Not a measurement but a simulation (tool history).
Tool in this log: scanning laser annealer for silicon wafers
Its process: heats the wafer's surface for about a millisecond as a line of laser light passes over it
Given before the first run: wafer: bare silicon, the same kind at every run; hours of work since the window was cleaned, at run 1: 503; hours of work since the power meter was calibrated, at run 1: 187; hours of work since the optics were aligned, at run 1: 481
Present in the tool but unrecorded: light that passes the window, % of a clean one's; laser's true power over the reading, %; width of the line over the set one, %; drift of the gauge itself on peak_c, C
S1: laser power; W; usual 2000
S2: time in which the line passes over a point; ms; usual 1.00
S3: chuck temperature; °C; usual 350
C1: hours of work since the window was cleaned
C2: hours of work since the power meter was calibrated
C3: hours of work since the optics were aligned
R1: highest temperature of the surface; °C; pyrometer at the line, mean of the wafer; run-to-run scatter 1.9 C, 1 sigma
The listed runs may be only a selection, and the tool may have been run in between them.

{"run": 1, "hour": 0.0, "S1": 2000, "S2": 1.0, "S3": 350, "C1": 503, "C2": 187, "C3": 481, "R1": 1111}
{"run": 2, "hour": 10.8, "S1": 2004, "S2": 1.0, "S3": 350, "C1": 509, "C2": 192, "C3": 486, "R1": 1118}
{"run": 3, "hour": 17.0, "S1": 1867, "S2": 1.0, "S3": 350, "C1": 512, "C2": 195, "C3": 489, "R1": 1052}
{"run": 4, "hour": 26.8, "S1": 2187, "S2": 1.0, "S3": 350, "C1": 516, "C2": 200, "C3": 494, "R1": 1196}
{"run": 5, "hour": 31.3, "S1": 2187, "S2": 1.0, "S3": 350, "C1": 519, "C2": 202, "C3": 496, "R1": 1193}
{"run": 6, "hour": 38.1, "S1": 2187, "S2": 1.0, "S3": 350, "C1": 522, "C2": 205, "C3": 500, "R1": 1193}
{"run": 7, "hour": 47.6, "S1": 2187, "S2": 1.0, "S3": 350, "C1": 527, "C2": 210, "C3": 504, "R1": 1189}
{"run": 8, "hour": 53.7, "S1": 2187, "S2": 1.0, "S3": 350, "C1": 530, "C2": 213, "C3": 507, "R1": 1190}
{"run": 9, "hour": 64.4, "S1": 2187, "S2": 1.0, "S3": 350, "C1": 535, "C2": 218, "C3": 513, "R1": 1192}
{"run": 10, "hour": 69.2, "S1": 2187, "S2": 1.0, "S3": 350, "C1": 537, "C2": 221, "C3": 515, "R1": 1190}
{"run": 11, "hour": 75.9, "S1": 2187, "S2": 1.0, "S3": 350, "C1": 541, "C2": 224, "C3": 518, "R1": 1188}
{"run": 12, "hour": 86.6, "S1": 2187, "S2": 1.0, "S3": 350, "C1": 546, "C2": 229, "C3": 523, "R1": 1191}
{"run": 13, "hour": 93.7, "S1": 2187, "S2": 1.0, "S3": 350, "C1": 549, "C2": 233, "C3": 527, "R1": 1189}
{"run": 14, "hour": 103.4, "S1": 2187, "S2": 1.0, "S3": 350, "C1": 554, "C2": 237, "C3": 532, "R1": 1192}
{"run": 15, "hour": 113.9, "S1": 2187, "S2": 1.0, "S3": 350, "C1": 559, "C2": 243, "C3": 537, "R1": 1191}
{"run": 16, "hour": 118.6, "S1": 2000, "S2": 1.0, "S3": 350, "C1": 562, "C2": 245, "C3": 539, "R1": 1106}
{"run": 17, "hour": 125.9, "S1": 2000, "S2": 1.0, "S3": 350, "C1": 565, "C2": 248, "C3": 543, "R1": 1110}
{"run": 18, "hour": 131.5, "S1": 2000, "S2": 1.0, "S3": 350, "C1": 568, "C2": 251, "C3": 545, "R1": 1107}
{"run": 19, "hour": 141.3, "S1": 2000, "S2": 1.0, "S3": 350, "C1": 573, "C2": 256, "C3": 550, "R1": 1105}
{"run": 20, "hour": 152.0, "S1": 2000, "S2": 1.0, "S3": 350, "C1": 578, "C2": 261, "C3": 556, "R1": 1108}
{"run": 21, "hour": 158.3, "S1": 2000, "S2": 1.0, "S3": 358, "C1": 581, "C2": 264, "C3": 559, "R1": 1116}
{"run": 22, "hour": 165.9, "S1": 2023, "S2": 0.93, "S3": 321, "C1": 585, "C2": 268, "C3": 562, "R1": 1062}
{"run": 23, "hour": 175.2, "S1": 1901, "S2": 0.71, "S3": 359, "C1": 589, "C2": 273, "C3": 567, "R1": 950}
{"run": 24, "hour": 182.8, "S1": 2000, "S2": 1.0, "S3": 335, "C1": 593, "C2": 276, "C3": 571, "R1": 1093}
{"run": 25, "hour": 193.1, "S1": 2170, "S2": 0.98, "S3": 340, "C1": 598, "C2": 281, "C3": 576, "R1": 1162}
{"run": 26, "hour": 202.8, "S1": 2000, "S2": 0.91, "S3": 350, "C1": 603, "C2": 286, "C3": 580, "R1": 1066}
{"hour": 206.7, "done": "laser's power meter calibrated"}
{"run": 27, "hour": 210.4, "S1": 2000, "S2": 1.0, "S3": 321, "C1": 605, "C2": 2, "C3": 583, "R1": 1077}
{"run": 28, "hour": 218.3, "S1": 2000, "S2": 1.0, "S3": 321, "C1": 609, "C2": 6, "C3": 587, "R1": 1075}
{"run": 29, "hour": 227.9, "S1": 1875, "S2": 0.78, "S3": 389, "C1": 614, "C2": 10, "C3": 591, "R1": 999}
{"run": 30, "hour": 232.7, "S1": 1845, "S2": 1.0, "S3": 351, "C1": 616, "C2": 13, "C3": 594, "R1": 1041}
{"run": 31, "hour": 240.4, "S1": 1830, "S2": 1.0, "S3": 389, "C1": 620, "C2": 17, "C3": 597, "R1": 1071}
{"hour": 246.3, "done": "laser's power meter calibrated, once more"}
{"run": 32, "hour": 250.1, "S1": 1830, "S2": 1.0, "S3": 389, "C1": 623, "C2": 2, "C3": 601, "R1": 1068}
{"run": 33, "hour": 257.3, "S1": 1830, "S2": 1.0, "S3": 389, "C1": 627, "C2": 5, "C3": 604, "R1": 1068}
{"run": 34, "hour": 266.6, "S1": 1830, "S2": 1.0, "S3": 389, "C1": 631, "C2": 10, "C3": 609, "R1": 1071}
{"run": 35, "hour": 276.7, "S1": 2000, "S2": 1.04, "S3": 374, "C1": 636, "C2": 15, "C3": 614, "R1": 1141}
{"run": 36, "hour": 287.2, "S1": 2000, "S2": 1.04, "S3": 374, "C1": 641, "C2": 20, "C3": 619, "R1": 1142}
{"run": 37, "hour": 294.6, "S1": 2000, "S2": 1.04, "S3": 374, "C1": 645, "C2": 24, "C3": 623, "R1": 1142}
{"run": 38, "hour": 305.4, "S1": 1722, "S2": 1.04, "S3": 324, "C1": 650, "C2": 29, "C3": 628, "R1": 974}
{"run": 39, "hour": 309.9, "S1": 1722, "S2": 1.04, "S3": 324, "C1": 652, "C2": 31, "C3": 630, "R1": 976}
{"run": 40, "hour": 318.7, "S1": 1854, "S2": 1.23, "S3": 373, "C1": 657, "C2": 36, "C3": 634, "R1": 1146}
{"run": 41, "hour": 323.3, "S1": 1854, "S2": 1.23, "S3": 373, "C1": 659, "C2": 38, "C3": 637, "R1": 1144}

Some steps in R1 between neighbouring runs. How much of each would the tool show without its hidden state too (settings, what came in, random variation), and how much is left for the hidden state, with any gauge scatter that isn't in both results?
Run 3 -> 4: S1 1867 -> 2187. R1 +144 °C: hidden state -6, all else +150.
Run 23 -> 24: S1 1901 -> 2000, S2 0.71 -> 1.00, S3 359 -> 335. R1 +143 °C: hidden state -8, all else +151.
Run 28 -> 29: S1 2000 -> 1875, S2 1.00 -> 0.78, S3 321 -> 389. R1 -76 °C: hidden state +7, all else -83.
Run 37 -> 38: S1 2000 -> 1722, S3 374 -> 324. R1 -168 °C: hidden state +6, all else -174.
Run 39 -> 40: S1 1722 -> 1854, S2 1.04 -> 1.23, S3 324 -> 373. R1 +170 °C: hidden state -7, all else +177.

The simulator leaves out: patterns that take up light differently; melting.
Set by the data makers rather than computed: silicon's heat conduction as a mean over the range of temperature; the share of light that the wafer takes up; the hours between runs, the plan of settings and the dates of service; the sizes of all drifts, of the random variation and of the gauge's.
